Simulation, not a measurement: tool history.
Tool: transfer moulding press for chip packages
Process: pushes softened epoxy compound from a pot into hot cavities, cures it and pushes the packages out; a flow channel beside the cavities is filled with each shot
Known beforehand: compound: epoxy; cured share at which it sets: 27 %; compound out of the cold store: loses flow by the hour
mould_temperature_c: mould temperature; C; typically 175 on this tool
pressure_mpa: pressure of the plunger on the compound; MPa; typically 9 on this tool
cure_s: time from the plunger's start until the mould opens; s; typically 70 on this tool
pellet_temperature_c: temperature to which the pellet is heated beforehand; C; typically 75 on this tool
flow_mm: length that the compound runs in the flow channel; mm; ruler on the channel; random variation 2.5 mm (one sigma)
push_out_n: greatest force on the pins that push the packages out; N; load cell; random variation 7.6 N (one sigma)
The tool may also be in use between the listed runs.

run	hour	mould_temperature_c	pressure_mpa	cure_s	pellet_temperature_c	incoming compound's hours out of the cold store	flow_mm	push_out_n
1	0	175	9	70	75	17.9	800	407
2	14.4	175	9	57	75	38.3	749	795
3	25.5	175	9	57	75	13.6	806	939
4	38.5	178	9	57	75	23.6	774	785
# hour 50.8: cavities cleaned with cleaning compound and waxed
5	56.5	175	9	70	75	28.2	769	400
6	69.8	175	9	70	75	44.9	730	503
7	77	175	9	70	79	45.6	719	513
8	90.7	175	9	70	79	25.4	773	579
# hour 107.2: cavities cleaned with cleaning compound and waxed
9	107.4	175	9	70	79	43	728	322
10	114.7	175	9	70	75	25.9	771	427

Forecast run 11:
# hour 119.7: plunger's sealing rings changed
11	127.1	178	9	70	75	25.4	?	?

flow_mm: 776 mm
push_out_n: 429 N
On a tool with no hidden condition, and with the same random variation, this run would have come out at flow_mm 778 mm, push_out_n 288 N.
